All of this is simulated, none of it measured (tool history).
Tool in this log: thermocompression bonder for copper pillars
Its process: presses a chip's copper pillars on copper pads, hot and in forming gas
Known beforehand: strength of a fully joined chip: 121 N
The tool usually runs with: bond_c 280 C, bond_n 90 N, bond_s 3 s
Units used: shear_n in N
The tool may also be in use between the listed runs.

{"run": 1, "hour": 0.0, "bond_c": 280, "bond_n": 90, "bond_s": 3, "shear_n": 42.4}
{"run": 2, "hour": 26.7, "bond_c": 280, "bond_n": 90, "bond_s": 3, "shear_n": 42.9}
{"run": 3, "hour": 55.9, "bond_c": 280, "bond_n": 80, "bond_s": 3, "shear_n": 38.6}
{"run": 4, "hour": 80.5, "bond_c": 280, "bond_n": 90, "bond_s": 3, "shear_n": 42.8}
{"run": 5, "hour": 102.6, "bond_c": 280, "bond_n": 90, "bond_s": 3, "shear_n": 43.2}
{"run": 6, "hour": 135.0, "bond_c": 280, "bond_n": 90, "bond_s": 3, "shear_n": 43}
{"run": 7, "hour": 156.5, "bond_c": 280, "bond_n": 90, "bond_s": 3, "shear_n": 43.2}
{"run": 8, "hour": 180.3, "bond_c": 280, "bond_n": 90, "bond_s": 3, "shear_n": 43.1}
{"run": 9, "hour": 211.3, "bond_c": 280, "bond_n": 90, "bond_s": 3, "shear_n": 43.3}
{"run": 10, "hour": 236.3, "bond_c": 280, "bond_n": 90, "bond_s": 7, "shear_n": 58.9}
{"run": 11, "hour": 256.6, "bond_c": 280, "bond_n": 90, "bond_s": 3, "shear_n": 42.9}
{"run": 12, "hour": 290.6, "bond_c": 280, "bond_n": 90, "bond_s": 3, "shear_n": 43.2}
{"run": 13, "hour": 306.7, "bond_c": 308, "bond_n": 90, "bond_s": 3, "shear_n": 56.5}
{"run": 14, "hour": 327.7, "bond_c": 308, "bond_n": 90, "bond_s": 3, "shear_n": 56.5}
{"run": 15, "hour": 361.8, "bond_c": 308, "bond_n": 90, "bond_s": 3, "shear_n": 57.3}
{"run": 16, "hour": 380.4, "bond_c": 308, "bond_n": 90, "bond_s": 3, "shear_n": 56.3}
{"run": 17, "hour": 397.5, "bond_c": 273, "bond_n": 90, "bond_s": 3, "shear_n": 39.2}
{"hour": 416.7, "done": "forming gas filter changed"}
{"run": 18, "hour": 431.8, "bond_c": 280, "bond_n": 109, "bond_s": 3, "shear_n": 51.5}
{"run": 19, "hour": 461.2, "bond_c": 309, "bond_n": 90, "bond_s": 3, "shear_n": 56.7}
{"run": 20, "hour": 480.2, "bond_c": 309, "bond_n": 90, "bond_s": 3, "shear_n": 56.9}
{"run": 21, "hour": 501.7, "bond_c": 294, "bond_n": 90, "bond_s": 3, "shear_n": 49.7}
{"run": 22, "hour": 536.2, "bond_c": 294, "bond_n": 85, "bond_s": 3, "shear_n": 47.3}
{"run": 23, "hour": 567.3, "bond_c": 294, "bond_n": 85, "bond_s": 3, "shear_n": 47.4}
{"run": 24, "hour": 593.3, "bond_c": 277, "bond_n": 78, "bond_s": 3, "shear_n": 36.3}
{"run": 25, "hour": 626.6, "bond_c": 256, "bond_n": 112, "bond_s": 2, "shear_n": 33.8}
{"run": 26, "hour": 656.7, "bond_c": 278, "bond_n": 112, "bond_s": 3, "shear_n": 51.6}
{"run": 27, "hour": 689.5, "bond_c": 252, "bond_n": 90, "bond_s": 2, "shear_n": 25.7}
{"run": 28, "hour": 712.7, "bond_c": 262, "bond_n": 90, "bond_s": 2, "shear_n": 29}
{"run": 29, "hour": 744.8, "bond_c": 280, "bond_n": 58, "bond_s": 3, "shear_n": 27.4}
{"run": 30, "hour": 764.8, "bond_c": 280, "bond_n": 58, "bond_s": 3, "shear_n": 27.8}
{"run": 31, "hour": 782.5, "bond_c": 280, "bond_n": 58, "bond_s": 3, "shear_n": 27.2}
{"run": 32, "hour": 801.8, "bond_c": 280, "bond_n": 58, "bond_s": 3, "shear_n": 27.3}
{"run": 33, "hour": 819.0, "bond_c": 281, "bond_n": 78, "bond_s": 2, "shear_n": 31.6}
{"run": 34, "hour": 845.5, "bond_c": 280, "bond_n": 94, "bond_s": 4, "shear_n": 50}
{"run": 35, "hour": 870.8, "bond_c": 280, "bond_n": 94, "bond_s": 4, "shear_n": 49.9}
{"run": 36, "hour": 888.9, "bond_c": 291, "bond_n": 90, "bond_s": 3, "shear_n": 47.7}
{"hour": 891.9, "done": "forming gas filter changed"}
{"run": 37, "hour": 905.3, "bond_c": 287, "bond_n": 90, "bond_s": 2, "shear_n": 38.9}
{"run": 38, "hour": 932.6, "bond_c": 283, "bond_n": 83, "bond_s": 3, "shear_n": 41}
{"run": 39, "hour": 953.5, "bond_c": 261, "bond_n": 83, "bond_s": 5, "shear_n": 39}

Branching from run 39: 5 alternative next runs. What would each branch give?
{"run": "A", "hour": 976.1, "bond_c": 286, "bond_n": 100, "bond_s": 2, "shear_n": "?"}
{"run": "B", "hour": 976.1, "bond_c": 261, "bond_n": 89, "bond_s": 5, "shear_n": "?"}
{"run": "C", "hour": 976.1, "bond_c": 291, "bond_n": 129, "bond_s": 3, "shear_n": "?"}
{"run": "D", "hour": 976.1, "bond_c": 280, "bond_n": 60, "bond_s": 6, "shear_n": "?"}
{"run": "E", "hour": 976.1, "bond_c": 279, "bond_n": 83, "bond_s": 5, "shear_n": "?"}

run=A shear_n=42.8
run=B shear_n=42
run=C shear_n=65.7
run=D shear_n=37.8
run=E shear_n=47.9
Without the tool's unlogged condition, the same runs would have read:
run=A shear_n=42.9
run=B shear_n=42.1
run=C shear_n=65.8
run=D shear_n=37.9
run=E shear_n=48
